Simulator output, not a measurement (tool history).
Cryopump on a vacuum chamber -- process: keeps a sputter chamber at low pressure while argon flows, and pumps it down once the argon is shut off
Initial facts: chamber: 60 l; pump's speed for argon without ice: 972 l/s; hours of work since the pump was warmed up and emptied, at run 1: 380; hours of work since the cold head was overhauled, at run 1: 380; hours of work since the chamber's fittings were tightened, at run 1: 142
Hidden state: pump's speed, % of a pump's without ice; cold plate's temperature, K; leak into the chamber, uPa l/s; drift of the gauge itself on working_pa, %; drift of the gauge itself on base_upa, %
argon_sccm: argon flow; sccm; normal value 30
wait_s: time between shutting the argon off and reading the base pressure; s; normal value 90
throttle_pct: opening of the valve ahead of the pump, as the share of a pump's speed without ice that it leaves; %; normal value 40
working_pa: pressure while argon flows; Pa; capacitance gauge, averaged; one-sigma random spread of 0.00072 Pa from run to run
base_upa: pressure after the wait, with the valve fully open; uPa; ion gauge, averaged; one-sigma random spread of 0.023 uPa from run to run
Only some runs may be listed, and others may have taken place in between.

run   hour  argon_sccm  wait_s  throttle_pct  hours of work since the pump was warmed up and emptied  hours of work since the cold head was overhauled  hours of work since the chamber's fittings were tightened  working_pa  base_upa
  1      0          30      90            40                                                     380                                               380                                                        142      0.1398      1.11
  2   18.7          30      90            40                                                     392                                               392                                                        153      0.1401      1.13
  3   51.7          30      90            40                                                     412                                               412                                                        174       0.141      1.11
  4   69.7          30      90            40                                                     424                                               424                                                        185      0.1424      1.14
  5   85.5          30      90            40                                                     433                                               433                                                        195      0.1418      1.14
  6  111.7          30      90            40                                                     450                                               450                                                        211       0.142      1.18
  7  140.3          30      90            40                                                     467                                               467                                                        229      0.1431       1.2
     158.3  -- pump warmed up, emptied and cooled again
  8  170.4          30      90            40                                                       7                                               483                                                        244        0.13      1.07

Run 9 comes next. What will it give?
  9  190.7          30      90            40                                                      20                                               496                                                        257           ?         ?

working_pa: 0.1311 Pa
base_upa: 1.16 uPa
If the tool had no hidden condition, the same run with the same run-to-run variation would have returned working_pa 0.1301 Pa, base_upa 0.8 uPa.

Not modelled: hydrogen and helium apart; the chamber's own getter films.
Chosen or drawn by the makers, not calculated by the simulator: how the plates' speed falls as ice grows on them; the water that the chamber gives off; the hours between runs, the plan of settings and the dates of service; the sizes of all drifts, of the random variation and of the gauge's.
